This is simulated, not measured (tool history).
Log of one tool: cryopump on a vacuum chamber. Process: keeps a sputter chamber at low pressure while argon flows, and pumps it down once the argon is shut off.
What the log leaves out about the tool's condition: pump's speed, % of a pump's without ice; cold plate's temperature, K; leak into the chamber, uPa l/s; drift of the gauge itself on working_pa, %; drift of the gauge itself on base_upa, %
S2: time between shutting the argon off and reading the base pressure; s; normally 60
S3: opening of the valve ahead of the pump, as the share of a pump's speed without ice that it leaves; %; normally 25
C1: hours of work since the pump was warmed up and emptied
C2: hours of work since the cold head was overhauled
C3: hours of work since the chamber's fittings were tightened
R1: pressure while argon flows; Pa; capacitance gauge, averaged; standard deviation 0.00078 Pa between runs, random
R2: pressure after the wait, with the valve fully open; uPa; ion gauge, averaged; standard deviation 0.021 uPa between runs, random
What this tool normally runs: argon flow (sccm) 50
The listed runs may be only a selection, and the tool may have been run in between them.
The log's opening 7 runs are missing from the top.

run 8 hour=302.8 | argon_flow_(sccm)=50 S2=60 S3=52 | C1=258 C2=1058 C3=1762 | R1=0.0804 R2=1.55
run 9 hour=337.7 | argon_flow_(sccm)=50 S2=60 S3=52 | C1=272 C2=1073 C3=1777 | R1=0.08 R2=1.57
run 10 hour=363.1 | argon_flow_(sccm)=50 S2=60 S3=52 | C1=283 C2=1083 C3=1787 | R1=0.0808 R2=1.59
run 11 hour=422.5 | argon_flow_(sccm)=50 S2=60 S3=52 | C1=308 C2=1108 C3=1812 | R1=0.0813 R2=1.64
run 12 hour=475 | argon_flow_(sccm)=50 S2=60 S3=24 | C1=330 C2=1130 C3=1834 | R1=0.1678 R2=1.73
run 13 hour=502.8 | argon_flow_(sccm)=50 S2=60 S3=25 | C1=341 C2=1141 C3=1846 | R1=0.1599 R2=1.7
run 14 hour=550.7 | argon_flow_(sccm)=50 S2=60 S3=25 | C1=361 C2=1162 C3=1866 | R1=0.16 R2=1.72
run 15 hour=599.6 | argon_flow_(sccm)=50 S2=60 S3=25 | C1=382 C2=1182 C3=1886 | R1=0.1619 R2=1.77
run 16 hour=623.9 | argon_flow_(sccm)=50 S2=60 S3=25 | C1=392 C2=1192 C3=1896 | R1=0.163 R2=1.77
-- hour=631.6 pump warmed up, emptied and cooled again
run 17 hour=678.8 | argon_flow_(sccm)=50 S2=60 S3=25 | C1=20 C2=1213 C3=1917 | R1=0.1534 R2=1.47
run 18 hour=736.6 | argon_flow_(sccm)=61 S2=68 S3=18 | C1=44 C2=1237 C3=1941 | R1=0.257 R2=1.47
run 19 hour=764.2 | argon_flow_(sccm)=61 S2=68 S3=18 | C1=55 C2=1249 C3=1953 | R1=0.2568 R2=1.45
run 20 hour=809.5 | argon_flow_(sccm)=26 S2=38 S3=22 | C1=74 C2=1267 C3=1972 | R1=0.0904 R2=1.75

The next listed run, before its measurement:
run 21 hour=845.4 | argon_flow_(sccm)=59 S2=22 S3=28 | C1=89 C2=1282 C3=1986 | R1=? R2=?

R1: 0.1613 Pa
R2: 2.02 uPa
With the hidden condition absent and the run-to-run variation left alone, this run would have shown R1 0.1583 Pa, R2 0.91 uPa.

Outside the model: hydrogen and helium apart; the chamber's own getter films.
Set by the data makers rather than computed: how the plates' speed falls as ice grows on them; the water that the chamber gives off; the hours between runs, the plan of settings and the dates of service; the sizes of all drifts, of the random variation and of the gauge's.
